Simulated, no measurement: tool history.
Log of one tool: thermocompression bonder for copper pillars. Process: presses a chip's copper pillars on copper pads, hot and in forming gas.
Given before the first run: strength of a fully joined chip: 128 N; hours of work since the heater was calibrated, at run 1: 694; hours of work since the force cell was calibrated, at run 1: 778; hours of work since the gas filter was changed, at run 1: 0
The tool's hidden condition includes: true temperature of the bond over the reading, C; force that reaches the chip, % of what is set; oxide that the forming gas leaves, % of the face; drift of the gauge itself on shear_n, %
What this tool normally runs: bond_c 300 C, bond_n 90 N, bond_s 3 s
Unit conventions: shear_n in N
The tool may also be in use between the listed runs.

run	hour	bond_c	bond_n	bond_s	hours of work since the heater was calibrated	hours of work since the force cell was calibrated	hours of work since the gas filter was changed	shear_n
1	0	300	90	3	694	778	0	72.6
2	39.3	300	90	3	711	795	17	72.3
3	71.5	300	90	3	724	809	31	71.6
4	137.1	300	90	3	752	837	59	70.1
5	202.8	300	90	3	780	865	87	70.2
6	255	300	90	3	803	887	109	70.5
7	293.7	300	90	3	819	903	125	68.6
8	354.8	300	90	3	845	930	152	69.8
9	398.2	300	90	3	864	948	170	69.4
10	462.2	300	90	3	891	975	197	67.8
11	517.9	300	92	3	915	999	221	68.8
12	552.2	300	92	3	930	1014	236	69.6
13	587.7	300	92	3	945	1029	251	69.5
14	647.7	300	92	3	971	1055	277	67.5
15	702.5	300	92	3	994	1078	300	66.4
16	730.5	300	90	3	1006	1090	312	66.7
# hour 736.8: heater calibrated with a thermocouple chip
17	797.7	300	90	3	26	1118	340	63.2
18	834	300	90	3	42	1133	355	63.1
19	869.2	301	73	3	57	1148	370	51
# hour 877.8: forming gas filter changed
20	917.1	300	90	5	77	1169	17	76.7
# hour 935.6: force cell calibrated
# hour 956.3: heater calibrated with a thermocouple chip, once more
21	958.7	281	101	6	1	9	33	84.5
22	1000.3	281	101	6	19	27	51	86.5
23	1049.4	281	90	3	40	48	72	61.8
24	1101.1	323	86	5	62	70	94	100.8
25	1149.3	323	86	5	82	90	115	102.4
26	1194.8	323	86	5	102	110	134	102.6
27	1259.9	323	86	5	130	138	162	100.9
28	1299.7	293	76	6	147	155	179	75.9
29	1343.6	293	76	6	165	173	197	76
30	1374.9	323	63	3	179	187	211	70.8
31	1421.3	323	63	3	199	207	231	70.1
32	1474.8	318	67	7	222	229	254	89.7
33	1518	318	67	7	240	248	272	91.2
34	1585.2	278	90	4	269	277	301	64.7
35	1635.7	307	77	2	290	298	322	59.7

4 options for the next run, each taken on its own from the tool as it stands now. Forecast them:
A	1682.4	300	90	3	310	318	342	?
B	1682.4	323	79	5	310	318	342	?
C	1682.4	300	97	3	310	318	342	?
D	1682.4	303	94	2	310	318	342	?

run	shear_n
A	72.5
B	93.8
C	76.8
D	69.3
Had the tool no hidden state, the same runs would have come out as:
run	shear_n
A	80.1
B	102
C	84.6
D	76.7

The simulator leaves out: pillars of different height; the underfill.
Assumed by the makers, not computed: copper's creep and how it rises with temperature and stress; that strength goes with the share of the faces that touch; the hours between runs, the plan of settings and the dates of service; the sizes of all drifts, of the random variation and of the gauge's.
